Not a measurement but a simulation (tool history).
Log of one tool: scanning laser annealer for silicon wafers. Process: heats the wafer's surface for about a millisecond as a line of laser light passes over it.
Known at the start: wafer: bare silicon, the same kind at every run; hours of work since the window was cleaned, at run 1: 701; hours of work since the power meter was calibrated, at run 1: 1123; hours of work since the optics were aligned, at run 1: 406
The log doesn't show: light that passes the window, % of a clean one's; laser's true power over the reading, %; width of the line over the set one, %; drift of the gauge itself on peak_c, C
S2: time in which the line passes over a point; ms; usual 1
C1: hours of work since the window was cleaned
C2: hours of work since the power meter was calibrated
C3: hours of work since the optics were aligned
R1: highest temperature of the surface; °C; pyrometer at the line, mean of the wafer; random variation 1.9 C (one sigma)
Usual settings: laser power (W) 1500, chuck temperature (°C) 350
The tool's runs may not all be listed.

{"run": 1, "hour": 0.0, "laser power (W)": 1500, "S2": 1, "chuck temperature (°C)": 350, "C1": 701, "C2": 1123, "C3": 406, "R1": 1105}
{"run": 2, "hour": 47.8, "laser power (W)": 1500, "S2": 1, "chuck temperature (°C)": 350, "C1": 731, "C2": 1153, "C3": 436, "R1": 1103}
{"run": 3, "hour": 88.6, "laser power (W)": 1500, "S2": 1, "chuck temperature (°C)": 350, "C1": 757, "C2": 1178, "C3": 462, "R1": 1105}
{"run": 4, "hour": 141.0, "laser power (W)": 1500, "S2": 1, "chuck temperature (°C)": 350, "C1": 790, "C2": 1211, "C3": 495, "R1": 1101}
{"hour": 172.0, "done": "window over the wafer cleaned"}
{"run": 5, "hour": 184.9, "laser power (W)": 1500, "S2": 1, "chuck temperature (°C)": 350, "C1": 8, "C2": 1238, "C3": 521, "R1": 1115}
{"run": 6, "hour": 238.4, "laser power (W)": 1539, "S2": 1, "chuck temperature (°C)": 350, "C1": 42, "C2": 1271, "C3": 555, "R1": 1134}
{"run": 7, "hour": 269.9, "laser power (W)": 1500, "S2": 1, "chuck temperature (°C)": 362, "C1": 62, "C2": 1291, "C3": 574, "R1": 1126}
{"run": 8, "hour": 329.3, "laser power (W)": 1500, "S2": 1, "chuck temperature (°C)": 362, "C1": 99, "C2": 1328, "C3": 612, "R1": 1121}
{"run": 9, "hour": 373.8, "laser power (W)": 1500, "S2": 1, "chuck temperature (°C)": 362, "C1": 127, "C2": 1356, "C3": 640, "R1": 1118}
{"run": 10, "hour": 430.6, "laser power (W)": 1500, "S2": 1, "chuck temperature (°C)": 362, "C1": 163, "C2": 1392, "C3": 676, "R1": 1121}
{"run": 11, "hour": 456.3, "laser power (W)": 1500, "S2": 1, "chuck temperature (°C)": 362, "C1": 179, "C2": 1408, "C3": 692, "R1": 1120}
{"run": 12, "hour": 492.0, "laser power (W)": 1500, "S2": 1, "chuck temperature (°C)": 362, "C1": 201, "C2": 1431, "C3": 714, "R1": 1119}
{"run": 13, "hour": 544.3, "laser power (W)": 1500, "S2": 1, "chuck temperature (°C)": 368, "C1": 234, "C2": 1464, "C3": 747, "R1": 1121}
{"run": 14, "hour": 577.5, "laser power (W)": 1500, "S2": 0.75, "chuck temperature (°C)": 350, "C1": 255, "C2": 1484, "C3": 768, "R1": 1018}
{"run": 15, "hour": 631.2, "laser power (W)": 1500, "S2": 1, "chuck temperature (°C)": 350, "C1": 289, "C2": 1518, "C3": 802, "R1": 1108}
{"run": 16, "hour": 666.8, "laser power (W)": 1500, "S2": 1, "chuck temperature (°C)": 350, "C1": 311, "C2": 1541, "C3": 824, "R1": 1100}
{"run": 17, "hour": 719.0, "laser power (W)": 1500, "S2": 0.85, "chuck temperature (°C)": 350, "C1": 344, "C2": 1573, "C3": 857, "R1": 1053}
{"run": 18, "hour": 748.0, "laser power (W)": 1500, "S2": 0.85, "chuck temperature (°C)": 350, "C1": 362, "C2": 1592, "C3": 875, "R1": 1051}
{"run": 19, "hour": 781.6, "laser power (W)": 1500, "S2": 0.85, "chuck temperature (°C)": 350, "C1": 383, "C2": 1613, "C3": 896, "R1": 1050}
{"run": 20, "hour": 837.9, "laser power (W)": 1500, "S2": 0.85, "chuck temperature (°C)": 350, "C1": 419, "C2": 1648, "C3": 932, "R1": 1053}
{"run": 21, "hour": 864.6, "laser power (W)": 1500, "S2": 0.85, "chuck temperature (°C)": 350, "C1": 436, "C2": 1665, "C3": 948, "R1": 1052}
{"run": 22, "hour": 902.5, "laser power (W)": 1484, "S2": 0.94, "chuck temperature (°C)": 375, "C1": 459, "C2": 1689, "C3": 972, "R1": 1100}
{"run": 23, "hour": 935.7, "laser power (W)": 1500, "S2": 0.72, "chuck temperature (°C)": 350, "C1": 480, "C2": 1710, "C3": 993, "R1": 1003}
{"run": 24, "hour": 960.6, "laser power (W)": 1500, "S2": 0.92, "chuck temperature (°C)": 344, "C1": 496, "C2": 1725, "C3": 1009, "R1": 1065}
{"run": 25, "hour": 988.1, "laser power (W)": 1503, "S2": 0.81, "chuck temperature (°C)": 388, "C1": 513, "C2": 1743, "C3": 1026, "R1": 1076}
{"run": 26, "hour": 1016.3, "laser power (W)": 1314, "S2": 0.76, "chuck temperature (°C)": 333, "C1": 531, "C2": 1760, "C3": 1044, "R1": 902}
{"run": 27, "hour": 1061.2, "laser power (W)": 1311, "S2": 1.08, "chuck temperature (°C)": 350, "C1": 559, "C2": 1789, "C3": 1072, "R1": 1008}
{"run": 28, "hour": 1115.6, "laser power (W)": 1396, "S2": 0.88, "chuck temperature (°C)": 377, "C1": 593, "C2": 1823, "C3": 1106, "R1": 1025}
{"run": 29, "hour": 1146.1, "laser power (W)": 1299, "S2": 0.88, "chuck temperature (°C)": 387, "C1": 613, "C2": 1842, "C3": 1126, "R1": 980}
{"run": 30, "hour": 1195.4, "laser power (W)": 1500, "S2": 0.99, "chuck temperature (°C)": 348, "C1": 644, "C2": 1873, "C3": 1157, "R1": 1084}
{"run": 31, "hour": 1239.7, "laser power (W)": 1496, "S2": 0.71, "chuck temperature (°C)": 386, "C1": 671, "C2": 1901, "C3": 1184, "R1": 1026}
{"run": 32, "hour": 1280.1, "laser power (W)": 1500, "S2": 0.88, "chuck temperature (°C)": 350, "C1": 697, "C2": 1926, "C3": 1210, "R1": 1053}
{"run": 33, "hour": 1322.9, "laser power (W)": 1442, "S2": 0.76, "chuck temperature (°C)": 317, "C1": 724, "C2": 1953, "C3": 1237, "R1": 944}
{"run": 34, "hour": 1376.5, "laser power (W)": 1500, "S2": 0.85, "chuck temperature (°C)": 383, "C1": 758, "C2": 1987, "C3": 1270, "R1": 1073}
{"run": 35, "hour": 1420.9, "laser power (W)": 1531, "S2": 0.85, "chuck temperature (°C)": 383, "C1": 785, "C2": 2015, "C3": 1298, "R1": 1090}
{"run": 36, "hour": 1450.1, "laser power (W)": 1531, "S2": 0.85, "chuck temperature (°C)": 383, "C1": 804, "C2": 2033, "C3": 1317, "R1": 1089}
{"hour": 1459.5, "done": "window over the wafer cleaned"}
{"run": 37, "hour": 1482.8, "laser power (W)": 1363, "S2": 0.93, "chuck temperature (°C)": 350, "C1": 15, "C2": 2053, "C3": 1336, "R1": 1000}
{"run": 38, "hour": 1510.4, "laser power (W)": 1423, "S2": 0.81, "chuck temperature (°C)": 314, "C1": 32, "C2": 2070, "C3": 1353, "R1": 960}
{"run": 39, "hour": 1556.9, "laser power (W)": 1454, "S2": 1.22, "chuck temperature (°C)": 342, "C1": 61, "C2": 2099, "C3": 1383, "R1": 1129}
{"run": 40, "hour": 1609.0, "laser power (W)": 1454, "S2": 1.22, "chuck temperature (°C)": 342, "C1": 94, "C2": 2132, "C3": 1415, "R1": 1125}
{"run": 41, "hour": 1641.1, "laser power (W)": 1472, "S2": 0.83, "chuck temperature (°C)": 329, "C1": 114, "C2": 2152, "C3": 1436, "R1": 1007}

Forecast each of these 4 alternatives for the next run:
{"run": "A", "hour": 1697.4, "laser power (W)": 1459, "S2": 1.23, "chuck temperature (°C)": 354, "C1": 150, "C2": 2188, "C3": 1471, "R1": "?"}
{"run": "B", "hour": 1697.4, "laser power (W)": 1599, "S2": 0.93, "chuck temperature (°C)": 375, "C1": 150, "C2": 2188, "C3": 1471, "R1": "?"}
{"run": "C", "hour": 1697.4, "laser power (W)": 1500, "S2": 1.08, "chuck temperature (°C)": 344, "C1": 150, "C2": 2188, "C3": 1471, "R1": "?"}
{"run": "D", "hour": 1697.4, "laser power (W)": 1539, "S2": 0.94, "chuck temperature (°C)": 329, "C1": 150, "C2": 2188, "C3": 1471, "R1": "?"}

run=A R1=1146
run=B R1=1161
run=C R1=1116
run=D R1=1080
Without the tool's hidden state the same runs would have given:
run=A R1=1173
run=B R1=1188
run=C R1=1143
run=D R1=1106

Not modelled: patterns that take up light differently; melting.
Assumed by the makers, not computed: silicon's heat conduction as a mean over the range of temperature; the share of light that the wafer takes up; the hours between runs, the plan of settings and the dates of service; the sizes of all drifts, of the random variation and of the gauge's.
